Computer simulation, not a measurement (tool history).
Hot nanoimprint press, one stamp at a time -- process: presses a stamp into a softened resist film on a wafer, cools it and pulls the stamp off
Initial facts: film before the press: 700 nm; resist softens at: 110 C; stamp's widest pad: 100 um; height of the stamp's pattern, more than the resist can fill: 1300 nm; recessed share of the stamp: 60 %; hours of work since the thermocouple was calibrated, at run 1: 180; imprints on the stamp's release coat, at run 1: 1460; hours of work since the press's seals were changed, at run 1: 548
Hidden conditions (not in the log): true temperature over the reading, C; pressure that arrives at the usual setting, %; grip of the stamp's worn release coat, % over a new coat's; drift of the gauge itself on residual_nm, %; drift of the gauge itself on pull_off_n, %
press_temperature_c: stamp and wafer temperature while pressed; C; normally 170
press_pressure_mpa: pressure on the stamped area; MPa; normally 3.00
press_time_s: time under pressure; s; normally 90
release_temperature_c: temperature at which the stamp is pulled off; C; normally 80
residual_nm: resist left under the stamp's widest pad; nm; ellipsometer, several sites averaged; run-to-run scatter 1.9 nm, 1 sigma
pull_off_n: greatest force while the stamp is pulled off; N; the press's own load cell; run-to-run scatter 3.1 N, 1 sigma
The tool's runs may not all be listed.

| run | hour | press_temperature_c | press_pressure_mpa | press_time_s | release_temperature_c | hours of work since the thermocouple was calibrated | imprints on the stamp's release coat | hours of work since the press's seals were changed | residual_nm | pull_off_n |
|---|---|---|---|---|---|---|---|---|---|---|
| 1 | 0.0 | 170 | 3.00 | 90 | 80 | 180 | 1460 | 548 | 318.2 | 188 |
| 2 | 72.1 | 158 | 3.00 | 90 | 80 | 220 | 1720 | 589 | 556.2 | 190 |
|  | 110.7 | stamp cleaned and given a new release coat |
|  | 118.7 | press's hydraulic seals changed and the load cell set to zero |
| 3 | 140.4 | 158 | 3.00 | 90 | 80 | 251 | 78 | 12 | 549.2 | 155 |
| 4 | 210.7 | 170 | 3.00 | 90 | 80 | 291 | 331 | 52 | 315.9 | 160 |
| 5 | 263.0 | 170 | 3.00 | 90 | 80 | 320 | 519 | 81 | 317.6 | 160 |
| 6 | 317.1 | 170 | 2.13 | 90 | 80 | 351 | 714 | 112 | 368.6 | 167 |
| 7 | 349.7 | 162 | 3.00 | 90 | 80 | 369 | 832 | 130 | 481.9 | 165 |
| 8 | 403.8 | 162 | 3.00 | 90 | 80 | 400 | 1026 | 161 | 484.2 | 168 |
| 9 | 434.2 | 170 | 3.00 | 108 | 80 | 417 | 1136 | 178 | 300.9 | 176 |
| 10 | 479.3 | 170 | 3.00 | 90 | 80 | 442 | 1298 | 203 | 326.1 | 179 |
| 11 | 512.5 | 170 | 3.00 | 90 | 80 | 461 | 1418 | 222 | 328.2 | 180 |
| 12 | 584.6 | 170 | 3.00 | 62 | 80 | 502 | 1677 | 263 | 378.4 | 186 |
|  | 610.2 | plate thermocouple calibrated |
|  | 636.5 | stamp cleaned and given a new release coat |
| 13 | 637.3 | 170 | 3.00 | 62 | 80 | 12 | 4 | 288 | 388.2 | 151 |
| 14 | 686.7 | 170 | 3.00 | 62 | 80 | 40 | 181 | 315 | 384.4 | 160 |
| 15 | 722.5 | 170 | 3.00 | 90 | 80 | 60 | 310 | 336 | 338.3 | 160 |
| 16 | 796.7 | 170 | 3.00 | 90 | 80 | 102 | 577 | 377 | 344.6 | 166 |
| 17 | 854.1 | 169 | 4.31 | 111 | 82 | 134 | 784 | 410 | 290.2 | 164 |
| 18 | 898.6 | 161 | 1.84 | 90 | 80 | 159 | 944 | 435 | 573.7 | 173 |
| 19 | 940.7 | 170 | 2.05 | 171 | 80 | 183 | 1096 | 459 | 316.7 | 179 |
| 20 | 987.7 | 158 | 2.12 | 50 | 80 | 210 | 1265 | 485 | 644.3 | 180 |
|  | 1024.7 | plate thermocouple calibrated, once more |
| 21 | 1058.5 | 160 | 2.12 | 149 | 80 | 19 | 1509 | 523 | 487.6 | 178 |
| 22 | 1109.5 | 160 | 4.36 | 110 | 80 | 48 | 1692 | 552 | 435.4 | 184 |
|  | 1154.8 | stamp cleaned and given a new release coat |
| 23 | 1176.4 | 170 | 4.54 | 90 | 77 | 82 | 77 | 587 | 259.4 | 156 |
|  | 1215.9 | press's hydraulic seals changed and the load cell set to zero |
| 24 | 1254.9 | 170 | 4.54 | 90 | 77 | 122 | 331 | 22 | 258.3 | 165 |
| 25 | 1297.0 | 177 | 4.20 | 90 | 81 | 146 | 483 | 46 | 180.5 | 154 |
| 26 | 1358.8 | 177 | 3.01 | 150 | 78 | 181 | 705 | 81 | 165.9 | 177 |

For run 27, what comes out?
| 27 | 1424.7 | 177 | 3.01 | 150 | 78 | 218 | 942 | 118 | ? | ? |

residual_nm: 165.8 nm
pull_off_n: 173 N
The same run, on a tool lacking any hidden state, would have yielded residual_nm 160.5 nm, pull_off_n 150 N.
